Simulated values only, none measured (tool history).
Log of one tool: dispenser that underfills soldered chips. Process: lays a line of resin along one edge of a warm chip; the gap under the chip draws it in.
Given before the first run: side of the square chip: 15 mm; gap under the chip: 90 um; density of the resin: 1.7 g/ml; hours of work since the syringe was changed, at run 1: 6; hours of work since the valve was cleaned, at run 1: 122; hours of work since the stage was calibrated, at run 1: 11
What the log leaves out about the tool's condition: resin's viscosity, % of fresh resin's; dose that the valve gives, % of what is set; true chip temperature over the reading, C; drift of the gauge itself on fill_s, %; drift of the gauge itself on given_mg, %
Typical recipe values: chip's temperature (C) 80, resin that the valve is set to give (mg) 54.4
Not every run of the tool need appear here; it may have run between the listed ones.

run  hour  chip's temperature (C)  resin that the valve is set to give (mg)  hours of work since the syringe was changed  hours of work since the valve was cleaned  hours of work since the stage was calibrated  time until the resin shows at the far edge (s)  resin that the valve gave (mg)
  1     0                      80                                      54.4                                            6                                        122                                            11                                           128.3                           49.48
  2   3.3                      80                                      54.4                                            8                                        125                                            13                                           156.1                           49.04
      6.4  -- new syringe of resin
  3  10.4                      80                                      54.4                                            3                                        130                                            18                                           102.8                           48.79
  4    15                      80                                      54.4                                            6                                        133                                            22                                           132.7                           48.64
     18.8  -- dispensing valve cleaned and set on the balance
     21.5  -- new syringe of resin
  5  23.5                      80                                      54.4                                            1                                          3                                            27                                            89.1                           54.07
  6  30.6                      80                                      54.4                                            7                                          8                                            32                                           137.2                           53.75
     35.6  -- new syringe of resin
  7  38.2                      80                                      54.4                                            2                                         14                                            38                                            93.4                           53.67
  8  41.7                      80                                      54.4                                            4                                         16                                            40                                           113.8                           53.41
  9  46.2                      77                                      54.4                                            8                                         20                                            43                                           169.8                           53.38
     49.4  -- new syringe of resin
 10  51.6                      77                                      54.4                                            2                                         23                                            47                                           101.8                           52.81
 11  55.5                      81                                      67.4                                            4                                         26                                            50                                           106.9                           65.24
 12  62.4                      81                                      67.4                                           10                                         31                                            55                                           161.6                           65.34
     63.3  -- new syringe of resin
 13    67                      85                                      54.4                                            3                                         35                                            58                                            82.2                           52.81
 14  73.4                      91                                      64.6                                            7                                         39                                            63                                            97.9                           62.09
     77.2  -- new syringe of resin
 15  79.8                      75                                      56.4                                            2                                         44                                            68                                           112.1                           54.49
 16  83.1                      70                                        59                                            4                                         46                                            70                                           160.2                           56.57
 17  87.4                      77                                        59                                            8                                         49                                            73                                           162.2                            56.3
       91  -- new syringe of resin
 18  91.5                      76                                        59                                            0                                         52                                            76                                            93.8                           56.42
 19  98.9                      70                                      55.7                                            6                                         58                                            81                                           186.4                           52.81

Below are 3 alternative next runs, each starting from the tool's condition after run 19. Predict each:
  A  102.3                      74                                      57.1                                            8                                         60                                            84                                               ?                               ?
  B  102.3                      66                                      63.3                                            8                                         60                                            84                                               ?                               ?
  C  102.3                      94                                      53.4                                            8                                         60                                            84                                               ?                               ?

run  time until the resin shows at the far edge (s)  resin that the valve gave (mg)
  A                                           191.7                           54.08
  B                                           262.9                           59.92
  C                                            93.6                           50.29
What these runs would have given with no unlogged condition in the tool:
run  time until the resin shows at the far edge (s)  resin that the valve gave (mg)
  A                                            99.6                            57.1
  B                                           136.8                           63.27
  C                                            48.3                            53.1
